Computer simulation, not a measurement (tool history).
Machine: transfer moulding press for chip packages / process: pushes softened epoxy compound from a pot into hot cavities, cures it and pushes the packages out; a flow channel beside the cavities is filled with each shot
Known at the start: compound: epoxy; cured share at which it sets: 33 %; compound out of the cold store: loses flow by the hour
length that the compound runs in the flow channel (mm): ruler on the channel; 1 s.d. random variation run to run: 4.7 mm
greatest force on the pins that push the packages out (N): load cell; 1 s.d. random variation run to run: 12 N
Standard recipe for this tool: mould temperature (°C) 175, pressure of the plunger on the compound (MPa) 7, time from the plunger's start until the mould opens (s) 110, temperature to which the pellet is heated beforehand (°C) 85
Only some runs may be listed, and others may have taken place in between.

run,hour,mould temperature (°C),pressure of the plunger on the compound (MPa),time from the plunger's start until the mould opens (s),temperature to which the pellet is heated beforehand (°C),incoming compound's hours out of the cold store,length that the compound runs in the flow channel (mm),greatest force on the pins that push the packages out (N)
1,0,175,7,110,85,42.2,756,949
# hour 15.9: cavities cleaned with cleaning compound and waxed
2,45.5,181,7,110,85,36.9,750,861
3,67,181,7,110,85,23.5,784,887
4,108.4,181,7,110,85,39.5,745,901
# hour 119.2: cavities cleaned with cleaning compound and waxed, once more
5,138.2,181,7,110,85,31.1,752,561
6,185.3,181,7,110,85,27.8,766,731
7,222.2,175,6.6,110,85,30,754,979
# hour 232.2: cavities cleaned with cleaning compound and waxed
# hour 251.4: plunger's sealing rings changed
8,264.6,175,6.6,110,85,41.2,759,728
9,293.7,175,6.6,110,85,15.6,833,898
10,322.7,175,6.6,110,85,43.2,742,936

What will run 11 give?
# hour 347.5: cavities cleaned with cleaning compound and waxed
11,349,172,7,110,77,17.8,?,?

{"run 11": {"length that the compound runs in the flow channel (mm)": 859, "greatest force on the pins that push the packages out (N)": 659}}
The same run, on a tool lacking any hidden state, would have yielded length that the compound runs in the flow channel (mm) 867, greatest force on the pins that push the packages out (N) 656.
